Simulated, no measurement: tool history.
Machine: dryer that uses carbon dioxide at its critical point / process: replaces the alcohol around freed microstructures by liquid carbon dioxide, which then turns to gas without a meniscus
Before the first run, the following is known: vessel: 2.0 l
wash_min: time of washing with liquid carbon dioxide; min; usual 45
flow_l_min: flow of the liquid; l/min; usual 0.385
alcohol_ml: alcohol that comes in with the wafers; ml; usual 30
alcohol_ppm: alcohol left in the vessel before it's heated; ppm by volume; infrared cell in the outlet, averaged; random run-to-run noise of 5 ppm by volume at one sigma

Run 1, hour 0: usual settings. Result: alcohol_ppm 67 ppm by volume.
Run 2, hour 23.6: usual settings. Result: alcohol_ppm 74 ppm by volume.
Run 3, hour 48.7: usual settings. Result: alcohol_ppm 75 ppm by volume.
Run 4, hour 75.9: usual settings but wash_min 62 min. Result: alcohol_ppm 63 ppm by volume.
Run 5, hour 89: usual settings but wash_min 62 min. Result: alcohol_ppm 60 ppm by volume.
Run 6, hour 118.2: usual settings but wash_min 62 min. Result: alcohol_ppm 73 ppm by volume.
Run 7, hour 133.4: usual settings but wash_min 62 min, alcohol_ml 71 ml. Result: alcohol_ppm 69 ppm by volume.
Run 8, hour 160: usual settings. Result: alcohol_ppm 92 ppm by volume.
Run 9, hour 185.7: usual settings. Result: alcohol_ppm 90 ppm by volume.
Run 10, hour 197.8: usual settings but flow_l_min 0.394 l/min. Result: alcohol_ppm 86 ppm by volume.
Run 11, hour 216.9: usual settings but flow_l_min 0.394 l/min. Result: alcohol_ppm 83 ppm by volume.
Run 12, hour 234.6: usual settings but flow_l_min 0.394 l/min. Result: alcohol_ppm 98 ppm by volume.
Run 13, hour 254.4: usual settings but flow_l_min 0.394 l/min. Result: alcohol_ppm 96 ppm by volume.
Run 14, hour 282.2: usual settings but wash_min 68 min. Result: alcohol_ppm 83 ppm by volume.
Run 15, hour 300.6: usual settings but wash_min 68 min. Result: alcohol_ppm 83 ppm by volume.
Run 16, hour 324.6: usual settings but wash_min 41 min. Result: alcohol_ppm 119 ppm by volume.
Run 17, hour 350.2: usual settings but wash_min 41 min. Result: alcohol_ppm 127 ppm by volume.
Run 18, hour 376.9: usual settings but wash_min 41 min. Result: alcohol_ppm 123 ppm by volume.
Run 19, hour 405.4: usual settings but wash_min 41 min. Result: alcohol_ppm 132 ppm by volume.
Run 20, hour 430.3: usual settings but wash_min 41 min. Result: alcohol_ppm 123 ppm by volume.
Run 21, hour 455.3: usual settings but wash_min 41 min. Result: alcohol_ppm 130 ppm by volume.
Run 22, hour 474: usual settings but wash_min 41 min. Result: alcohol_ppm 138 ppm by volume.
Run 23, hour 489.5: usual settings but wash_min 41 min. Result: alcohol_ppm 134 ppm by volume.
Run 24, hour 519.3: usual settings but flow_l_min 0.269 l/min, alcohol_ml 41 ml. Result: alcohol_ppm 285 ppm by volume.
Run 25, hour 532.3: usual settings but wash_min 33 min. Result: alcohol_ppm 232 ppm by volume.
Run 26, hour 549.5: usual settings but wash_min 61 min, flow_l_min 0.585 l/min, alcohol_ml 77 ml. Result: alcohol_ppm 107 ppm by volume.
Run 27, hour 564.3: usual settings but wash_min 61 min, flow_l_min 0.585 l/min, alcohol_ml 77 ml. Result: alcohol_ppm 111 ppm by volume.
At hour 582.7: inlet filter changed.
Run 28, hour 591: usual settings but wash_min 71 min, flow_l_min 0.584 l/min, alcohol_ml 94 ml. Result: alcohol_ppm 115 ppm by volume.
Run 29, hour 611.8: usual settings but wash_min 41 min, flow_l_min 0.539 l/min, alcohol_ml 52 ml. Result: alcohol_ppm 108 ppm by volume.
Run 30, hour 640.2: usual settings but wash_min 41 min, flow_l_min 0.539 l/min, alcohol_ml 52 ml. Result: alcohol_ppm 118 ppm by volume.
Run 31, hour 655: usual settings but wash_min 47 min, flow_l_min 0.547 l/min, alcohol_ml 25 ml. Result: alcohol_ppm 113 ppm by volume.
Run 32, hour 670.7: usual settings but wash_min 47 min, flow_l_min 0.547 l/min, alcohol_ml 25 ml. Result: alcohol_ppm 122 ppm by volume.

Run 33 has not been measured yet. What should we expect?
Run 33, hour 691.7: usual settings but wash_min 47 min, flow_l_min 0.547 l/min, alcohol_ml 25 ml. Result: alcohol_ppm ?.

{"run 33": {"alcohol_ppm": 116}}
Had the tool carried no hidden state, the very same run would have given alcohol_ppm 0 ppm by volume.
